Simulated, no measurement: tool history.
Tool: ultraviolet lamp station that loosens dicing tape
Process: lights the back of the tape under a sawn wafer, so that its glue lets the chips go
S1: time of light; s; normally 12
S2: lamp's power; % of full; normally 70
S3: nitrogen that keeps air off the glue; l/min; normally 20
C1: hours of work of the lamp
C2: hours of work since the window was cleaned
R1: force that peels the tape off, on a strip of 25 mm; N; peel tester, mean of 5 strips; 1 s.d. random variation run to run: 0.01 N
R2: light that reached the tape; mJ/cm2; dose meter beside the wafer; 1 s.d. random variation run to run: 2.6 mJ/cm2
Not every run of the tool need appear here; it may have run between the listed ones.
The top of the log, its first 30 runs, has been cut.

run	hour	S1	S2	S3	C1	C2	R1	R2
31	1222.9	9	64	7	903	139	2.789	166
32	1280.6	10	90	20	941	176	0.782	259
# hour 1324.3: window cleaned of glue's vapour
33	1330.6	19	70	33	972	4	0.279	410
34	1384.3	15	67	23	1007	39	0.523	302
35	1441.5	15	67	23	1044	75	0.568	294
36	1496.1	7	94	29	1079	111	1.291	188
37	1523.8	7	94	29	1097	128	1.272	185
38	1557.2	13	62	29	1118	150	0.892	222
39	1584.7	14	88	24	1136	168	0.406	335
40	1617.4	14	88	11	1157	189	0.674	329
# hour 1637.9: window cleaned of glue's vapour
41	1673.7	7	83	30	1193	23	1.576	165
42	1726.6	7	83	30	1227	57	1.651	163
43	1773.2	7	83	30	1257	87	1.705	162

Consider 4 possible next runs. They are alternatives, not a sequence: every one starts from the tool as it was left by run 43. What does each give?
# hour 1800.0: lamp changed
A	1816.3	6	86	20	11	114	?	?
# hour 1800.0: lamp changed
B	1816.3	7	83	10	11	114	?	?
# hour 1800.0: lamp changed
C	1816.3	17	70	20	11	114	?	?
# hour 1800.0: lamp changed
D	1816.3	12	78	20	11	114	?	?

run	R1	R2
A	1.341	194
B	1.539	222
C	0.288	453
D	0.407	358
With no hidden state in the tool, these same runs would have given:
run	R1	R2
A	1.203	205
B	1.389	235
C	0.273	479
D	0.371	378

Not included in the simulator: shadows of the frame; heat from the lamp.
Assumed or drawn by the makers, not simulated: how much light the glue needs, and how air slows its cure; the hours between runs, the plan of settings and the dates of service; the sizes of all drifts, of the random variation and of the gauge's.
